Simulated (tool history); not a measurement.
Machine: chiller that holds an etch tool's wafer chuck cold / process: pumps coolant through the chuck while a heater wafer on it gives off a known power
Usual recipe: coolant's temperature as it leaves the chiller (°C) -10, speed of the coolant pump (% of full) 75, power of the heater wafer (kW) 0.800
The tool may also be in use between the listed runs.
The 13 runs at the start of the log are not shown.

| run | day | coolant's temperature as it leaves the chiller (°C) | speed of the coolant pump (% of full) | power of the heater wafer (kW) | hours since the coolant was changed and the channels were flushed | hours since the pump was overhauled | hours since the chiller's thermometer was calibrated | chuck's temperature once it has settled (°C) | how much warmer the coolant comes back (C) |
|---|---|---|---|---|---|---|---|---|---|
| 14 | 65.371 | -10 | 75 | 0.505 | 1268 | 4079 | 2822 | -6.0 | 2.13 |
| 15 | 68.717 | -10 | 75 | 0.505 | 1349 | 4160 | 2902 | -6.1 | 2.14 |
| 16 | 75.879 | -10 | 75 | 0.505 | 1521 | 4332 | 3074 | -6.2 | 2.12 |
| 17 | 82.871 | -4 | 78 | 0.487 | 1688 | 4499 | 3242 | -0.5 | 1.98 |
|  | 83.712 | coolant pump overhauled |
| 18 | 87.225 | -19 | 82 | 0.800 | 1788 | 84 | 3342 | -13.5 | 3.03 |
| 19 | 93.529 | -3 | 75 | 0.800 | 1939 | 236 | 3493 | 2.8 | 3.35 |
|  | 98.917 | gauge calibrated |
| 20 | 98.975 | -3 | 96 | 0.594 | 2070 | 366 | 3624 | 0.5 | 1.74 |
| 21 | 106.004 | -19 | 74 | 0.594 | 2239 | 535 | 3792 | -14.4 | 2.40 |
| 22 | 110.946 | -19 | 74 | 0.594 | 2357 | 654 | 3911 | -14.4 | 2.36 |
| 23 | 118.154 | -8 | 85 | 0.714 | 2530 | 827 | 4084 | -3.3 | 2.42 |
| 24 | 123.712 | -14 | 69 | 0.472 | 2664 | 960 | 4217 | -10.3 | 2.06 |
| 25 | 131.183 | -12 | 65 | 0.578 | 2843 | 1139 | 4397 | -7.0 | 2.70 |

Predict the results of run 26:
| 26 | 135.067 | -16 | 92 | 0.800 | 2936 | 1233 | 4490 | ? | ? |

Run 26 produced chuck's temperature once it has settled (°C) -11.1, how much warmer the coolant comes back (C) 2.60.
With no hidden state in the tool, this same run would have given chuck's temperature once it has settled (°C) -11.1, how much warmer the coolant comes back (C) 2.50.
